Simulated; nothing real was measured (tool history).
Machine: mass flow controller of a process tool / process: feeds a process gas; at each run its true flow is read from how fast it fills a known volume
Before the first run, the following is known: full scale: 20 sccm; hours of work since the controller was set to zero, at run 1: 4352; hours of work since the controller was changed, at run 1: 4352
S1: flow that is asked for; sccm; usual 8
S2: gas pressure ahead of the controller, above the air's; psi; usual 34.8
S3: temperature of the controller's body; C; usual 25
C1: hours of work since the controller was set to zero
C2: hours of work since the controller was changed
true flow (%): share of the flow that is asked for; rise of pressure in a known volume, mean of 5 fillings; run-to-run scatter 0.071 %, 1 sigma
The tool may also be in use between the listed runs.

Run 1, hour 0.0: usual settings; C1 4352; C2 4352. Result: true flow (%) 100.13.
Run 2, hour 233.5: usual settings; C1 4455; C2 4455. Result: true flow (%) 99.91.
Run 3, hour 454.9: usual settings; C1 4552; C2 4552. Result: true flow (%) 99.89.
Run 4, hour 713.4: usual settings; C1 4665; C2 4665. Result: true flow (%) 100.02.
Run 5, hour 1069.9: usual settings; C1 4821; C2 4821. Result: true flow (%) 100.05.
Run 6, hour 1317.4: usual settings but S1 4 sccm; C1 4929; C2 4929. Result: true flow (%) 99.83.
Run 7, hour 1594.7: usual settings but S1 4 sccm; C1 5051; C2 5051. Result: true flow (%) 99.71.
Run 8, hour 1964.7: usual settings but S3 39 C; C1 5213; C2 5213. Result: true flow (%) 100.43.
Run 9, hour 2250.2: usual settings but S3 39 C; C1 5338; C2 5338. Result: true flow (%) 100.34.
Run 10, hour 2607.6: usual settings but S3 39 C; C1 5494; C2 5494. Result: true flow (%) 100.26.
Run 11, hour 2862.5: usual settings but S1 4 sccm; C1 5606; C2 5606. Result: true flow (%) 99.51.
Run 12, hour 3278.6: usual settings but S1 4 sccm; C1 5788; C2 5788. Result: true flow (%) 99.41.
Run 13, hour 3559.1: usual settings but S1 15 sccm; C1 5911; C2 5911. Result: true flow (%) 99.75.
Run 14, hour 3770.2: usual settings but S3 38 C; C1 6004; C2 6004. Result: true flow (%) 100.16.
Run 15, hour 4124.7: usual settings but S3 38 C; C1 6159; C2 6159. Result: true flow (%) 100.06.
Run 16, hour 4445.6: usual settings but S2 26.4 psi, S3 21 C; C1 6299; C2 6299. Result: true flow (%) 98.82.
Run 17, hour 4660.4: usual settings; C1 6393; C2 6393. Result: true flow (%) 99.43.
Run 18, hour 4927.7: usual settings but S1 13 sccm, S2 20.7 psi; C1 6511; C2 6511. Result: true flow (%) 98.63.
Run 19, hour 5223.8: usual settings but S1 14 sccm, S3 23 C; C1 6640; C2 6640. Result: true flow (%) 99.22.
Run 20, hour 5596.2: usual settings but S1 3 sccm, S2 21.3 psi, S3 28 C; C1 6803; C2 6803. Result: true flow (%) 98.53.
Run 21, hour 5845.1: usual settings but S1 3 sccm, S2 26.4 psi, S3 28 C; C1 6912; C2 6912. Result: true flow (%) 98.82.
Run 22, hour 6148.2: usual settings but S1 3 sccm, S3 35 C; C1 7045; C2 7045. Result: true flow (%) 99.29.
Run 23, hour 6550.3: usual settings but S1 3 sccm, S3 35 C; C1 7221; C2 7221. Result: true flow (%) 99.51.
Run 24, hour 6972.0: usual settings but S1 3 sccm, S3 35 C; C1 7406; C2 7406. Result: true flow (%) 99.26.
Run 25, hour 7390.4: usual settings but S1 3 sccm, S3 35 C; C1 7589; C2 7589. Result: true flow (%) 99.23.
At hour 7488.7: controller's zero set anew.
Run 26, hour 7578.6: usual settings but S1 4 sccm, S2 30.6 psi, S3 24 C; C1 39; C2 7671. Result: true flow (%) 98.60.
Run 27, hour 7928.9: usual settings but S1 9 sccm, S2 20.6 psi, S3 31 C; C1 193; C2 7825. Result: true flow (%) 98.34.

Take each entry between the runs: how does the hidden state at the last listed run before it differ from the hidden state at the first listed run after it?
Runs 25 to 26: controller's zero set anew (hour 7488.7)
  flow at rest that the sensor doesn't see, % of full scale: -0.002 -> 0; drift of the gauge itself on true_pct, %: -1.12 -> -1.15
  difference, measured minus the result without the unlogged condition, true flow (%): -1.14 -> -1.14

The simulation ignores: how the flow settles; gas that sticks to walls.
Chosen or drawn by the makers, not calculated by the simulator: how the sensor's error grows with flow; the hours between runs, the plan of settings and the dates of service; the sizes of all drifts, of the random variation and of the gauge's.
